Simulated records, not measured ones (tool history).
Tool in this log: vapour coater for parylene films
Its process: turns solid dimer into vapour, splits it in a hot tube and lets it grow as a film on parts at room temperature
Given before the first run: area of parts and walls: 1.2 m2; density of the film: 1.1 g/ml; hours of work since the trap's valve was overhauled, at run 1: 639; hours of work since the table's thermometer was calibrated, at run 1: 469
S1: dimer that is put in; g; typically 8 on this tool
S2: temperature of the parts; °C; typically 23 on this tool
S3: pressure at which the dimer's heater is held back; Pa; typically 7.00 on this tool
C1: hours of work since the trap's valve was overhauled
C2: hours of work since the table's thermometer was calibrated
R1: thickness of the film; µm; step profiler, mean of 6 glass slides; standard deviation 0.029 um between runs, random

run	day	S1	S2	S3	C1	C2	R1
1	0.000	8	23	7.00	639	469	2.49
2	0.429	8	23	7.00	647	477	2.47
3	0.888	8	23	4.90	656	486	2.56
4	1.429	8	23	4.90	667	497	2.56
# day 1.992: trap's valve overhauled
5	2.204	8	23	4.90	4	509	2.87
6	2.692	8	23	4.90	14	518	2.84
7	3.125	3	23	7.00	22	527	1.01
8	3.742	8	23	7.00	34	539	2.70
9	4.183	8	23	7.00	43	547	2.70
10	4.533	8	23	7.00	50	554	2.65
11	4.975	8	23	2.78	59	563	3.11
12	5.317	10	23	7.00	65	570	3.37
13	5.817	8	23	7.00	75	580	2.68
14	6.296	8	23	7.00	85	589	2.72
15	6.596	8	23	7.00	90	595	2.71
16	7.029	8	23	7.00	99	603	2.71
# day 7.108: table's thermometer calibrated
17	7.417	8	26	7.00	106	6	2.42
18	8.021	10	26	2.51	118	18	3.49
19	8.325	8	20	7.00	124	24	3.01
20	8.667	8	17	11.04	130	31	3.15
21	9.292	8	18	7.00	143	43	3.22
22	9.671	8	18	7.00	150	50	3.20
23	10.329	8	18	7.00	163	63	3.21
# day 10.904: table's thermometer calibrated, once more
24	10.975	4	18	7.00	175	1	1.52
25	11.308	4	18	7.00	181	8	1.57
26	11.842	5	17	10.48	192	18	1.86
27	12.142	9	19	7.27	198	24	3.35
28	12.550	5	25	11.69	206	32	1.41
29	13.204	5	19	11.69	219	45	1.72
30	13.717	14	22	6.34	229	55	4.69
31	14.204	14	22	6.34	238	65	4.72
32	14.550	5	28	2.01	245	72	1.60
33	15.067	5	28	2.01	255	82	1.63

Across each entry between runs, compare the hidden state at the last listed run before it with the hidden state at the first listed run after it:
After run 4, before run 5: trap's valve overhauled (day 1.992)
  vapour lost through the trap's worn valve, %: 10.1 -> 0.4; true temperature of the parts over the reading, C: -0.61 -> -0.62
  measured minus no-state result, R1: -0.23 -> +0.05 µm
After run 16, before run 17: table's thermometer calibrated (day 7.108)
  vapour lost through the trap's worn valve, %: 1.8 -> 1.9; true temperature of the parts over the reading, C: -0.7 -> -1.12
  measured minus no-state result, R1: +0.02 -> +0.05 µm
After run 23, before run 24: table's thermometer calibrated, once more (day 10.904)
  vapour lost through the trap's worn valve, %: 2.8 -> 2.9; true temperature of the parts over the reading, C: -1.17 -> -0.1
  measured minus no-state result, R1: +0.05 -> -0.04 µm
